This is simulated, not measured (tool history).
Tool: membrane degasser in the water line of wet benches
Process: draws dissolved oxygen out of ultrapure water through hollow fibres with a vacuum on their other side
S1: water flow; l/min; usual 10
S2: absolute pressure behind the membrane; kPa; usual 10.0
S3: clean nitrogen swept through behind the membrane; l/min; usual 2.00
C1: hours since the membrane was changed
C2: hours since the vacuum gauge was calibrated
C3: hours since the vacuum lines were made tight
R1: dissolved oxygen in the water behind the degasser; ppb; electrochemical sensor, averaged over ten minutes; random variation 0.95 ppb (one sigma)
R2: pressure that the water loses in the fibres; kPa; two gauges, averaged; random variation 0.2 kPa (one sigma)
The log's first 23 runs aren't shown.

run     day  S1    S2    S3    C1    C2    C3     R1     R2
 24  42.500  10  12.5  1.64  3414  1421  5005  143.8  46.31
 25  43.550  10  18.9  1.64  3439  1446  5031  234.8  45.77
 26  45.554  10  18.9  1.64  3487  1494  5079  234.7  46.24
 27  47.233  10  18.9  1.64  3527  1534  5119  235.1  45.94
 28  49.846  10  18.9  1.64  3590  1597  5182  232.8  46.10
 29  51.467  10  18.9  1.64  3629  1636  5221  233.3  46.29
 30  52.833   7   8.7  3.63  3662  1669  5253   27.4  32.48
 31  54.942  10  10.0  2.00  3712  1719  5304   89.8  45.99
 32  56.508  10  10.0  2.00  3750  1757  5342   90.3  46.02

Forecast each of these 3 alternatives for the next run:
  A  59.054  13  10.0  2.00  3811  1818  5403   ?   ?
  B  59.054  10   6.2  1.25  3811  1818  5403   ?   ?
  C  59.054   7   7.4  2.28  3811  1818  5403   ?   ?

run     R1     R2
  A  128.6  60.16
  B   64.6  46.04
  C   32.7  32.38
Without the tool's hidden state the same runs would have given:
run     R1     R2
  A  128.3  60.12
  B   64.4  46.01
  C   32.6  32.36
